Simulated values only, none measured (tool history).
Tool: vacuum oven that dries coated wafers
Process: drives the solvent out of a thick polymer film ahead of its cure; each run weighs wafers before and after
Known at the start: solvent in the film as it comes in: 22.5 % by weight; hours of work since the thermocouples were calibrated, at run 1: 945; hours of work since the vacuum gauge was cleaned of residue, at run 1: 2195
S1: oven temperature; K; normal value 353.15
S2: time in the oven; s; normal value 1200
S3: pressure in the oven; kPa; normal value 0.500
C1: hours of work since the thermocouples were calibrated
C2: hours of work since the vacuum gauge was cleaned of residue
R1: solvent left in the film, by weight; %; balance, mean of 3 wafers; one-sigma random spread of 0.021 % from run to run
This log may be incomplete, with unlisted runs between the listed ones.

run,hour,S1,S2,S3,C1,C2,R1
1,0.0,353.15,1200,0.500,945,2195,4.35
2,101.8,353.15,1200,0.303,1017,2267,4.27
3,206.1,353.15,1200,0.500,1090,2340,4.31
4,261.0,353.15,1200,0.500,1129,2379,4.33
5,364.0,353.15,1200,0.500,1201,2451,4.29
6,435.6,353.15,1200,0.500,1252,2501,4.25
7,503.0,353.15,1200,0.251,1299,2549,4.18
# hour 510.7: oven's thermocouples calibrated
8,612.4,353.15,1200,0.251,71,2624,3.98
9,696.7,353.15,1200,0.530,131,2683,4.04
# hour 780.7: vacuum gauge cleaned of residue and calibrated
# hour 797.9: oven's thermocouples calibrated, once more
10,815.2,353.15,840,0.500,12,23,6.99
11,910.3,353.15,900,0.500,79,90,6.46
12,959.0,341.15,1980,0.256,113,124,5.19
13,1061.3,341.15,1980,0.256,185,196,5.18
14,1147.0,340.15,780,0.410,245,256,11.42
15,1221.9,363.15,1740,1.647,298,309,1.09
16,1307.6,347.15,960,1.382,358,369,8.16
17,1372.7,353.15,660,1.540,404,415,8.66
18,1479.1,359.15,600,0.373,479,489,7.16
19,1550.9,359.15,1560,1.109,529,540,1.86
20,1650.5,358.15,1740,0.500,599,610,1.47
21,1743.8,365.15,1200,0.500,665,675,1.59
22,1859.6,365.15,1200,1.552,746,757,1.80

Forecast each of these 4 alternatives for the next run:
A,1934.3,367.15,660,0.270,799,809,?
B,1934.3,353.15,1200,0.346,799,809,?
C,1934.3,347.15,1200,1.372,799,809,?
D,1934.3,363.15,840,1.449,799,809,?

run,R1
A,4.02
B,4.35
C,6.59
D,3.88
Stripped of hidden state, with their random variation kept, the same runs would have yielded:
run,R1
A,4.12
B,4.44
C,6.70
D,3.98
